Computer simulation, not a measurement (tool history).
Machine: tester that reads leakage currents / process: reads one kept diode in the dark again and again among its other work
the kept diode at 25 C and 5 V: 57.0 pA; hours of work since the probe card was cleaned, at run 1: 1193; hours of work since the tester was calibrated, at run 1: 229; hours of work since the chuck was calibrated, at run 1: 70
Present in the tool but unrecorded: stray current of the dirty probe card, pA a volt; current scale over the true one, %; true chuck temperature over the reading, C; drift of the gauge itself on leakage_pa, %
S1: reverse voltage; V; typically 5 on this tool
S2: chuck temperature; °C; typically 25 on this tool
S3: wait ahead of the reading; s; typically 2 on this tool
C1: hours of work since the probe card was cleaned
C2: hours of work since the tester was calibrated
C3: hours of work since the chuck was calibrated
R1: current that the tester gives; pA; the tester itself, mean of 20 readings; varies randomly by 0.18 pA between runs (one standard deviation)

run,hour,S1,S2,S3,C1,C2,C3,R1
1,0,5,25,2,1193,229,70,57.22
2,21.6,5,25,2,1207,243,84,57.22
3,56,5,25,2,1229,265,107,57.56
4,74.5,5,25,2,1241,277,119,56.89
5,92.4,5,25,2,1253,289,130,56.73
6,117.5,5,25,2,1269,305,147,56.37
7,152.2,5,25,2,1292,327,169,56.03
8,178.6,5,25,2,1309,345,186,56.13
9,197.1,5,20,2,1321,357,198,35.12
10,218.3,5,25,2,1335,370,212,55.7
11,238.4,5,25,2,1348,383,225,55.59
12,264.2,5,30,2,1364,400,242,87.47
13,292.4,5,30,2,1383,419,260,86.9
14,309.6,5,30,2,1394,430,271,86.72
15,329.2,5,25,2,1407,442,284,54.7
16,362.8,6.23,25,2,1428,464,306,62.06
17,390.1,6.23,25,2,1446,482,324,61.95
18,410.6,6.23,25,2,1459,495,337,61.5
19,429,6.23,25,2,1471,507,349,60.93
20,449,6.23,25,2,1484,520,362,61.27
21,474,2.62,32,2,1501,537,378,70.21
22,498.4,2.54,22,5.23,1517,552,394,27.39
23,516.5,5.91,20,1.31,1528,564,406,36.74
24,538.3,4.45,27,4.53,1542,578,420,59.8
25,572.1,4.45,27,4.53,1564,600,442,59.7
26,600.9,4.45,27,4.53,1583,619,461,59.34
27,622.2,4.45,27,4.53,1597,633,475,59.17
28,650.4,4.45,59,0.54,1615,651,493,852.06
29,685,4.45,59,0.54,1638,674,515,852.62
30,717.6,4.45,59,0.54,1659,695,537,850.67
31,740.1,2.58,25,1.63,1674,709,551,35.35
32,767,1.76,25,2,1691,727,569,28.43
33,783.5,1.76,25,2,1702,738,579,28.34
34,797.7,15.78,25,2,1711,747,589,100.39
35,816.6,3.92,25,4.83,1723,759,601,44.49
36,849.9,3.92,25,4.83,1745,781,623,44.29
37,883.7,10.27,59,4.83,1767,803,644,1345.38
38,906.8,10.27,59,4.83,1782,818,659,1334.23
39,937.1,10.27,59,4.83,1802,837,679,1329.53

Table of differences, measured result less the result of that run with no hidden state. Run-to-run variation is the same in both. Gauge scatter possibly is not:
run,R1
1,+0.16
2,+0
3,-0.25
4,-0.39
5,-0.53
6,-0.72
7,-0.99
8,-1.2
9,-0.7
10,-1.51
11,-1.67
12,-3.12
13,-3.42
14,-3.64
15,-2.35
16,-2.88
17,-3.11
18,-3.28
19,-3.4
20,-3.61
21,-4.67
22,-1.9
23,-2.36
24,-4.45
25,-4.72
26,-4.94
27,-5.12
28,-68.11
29,-71.67
30,-74.94
31,-3.75
32,-3.17
33,-3.22
34,-10.25
35,-5.13
36,-5.34
37,-145.47
38,-148.36
39,-153.02

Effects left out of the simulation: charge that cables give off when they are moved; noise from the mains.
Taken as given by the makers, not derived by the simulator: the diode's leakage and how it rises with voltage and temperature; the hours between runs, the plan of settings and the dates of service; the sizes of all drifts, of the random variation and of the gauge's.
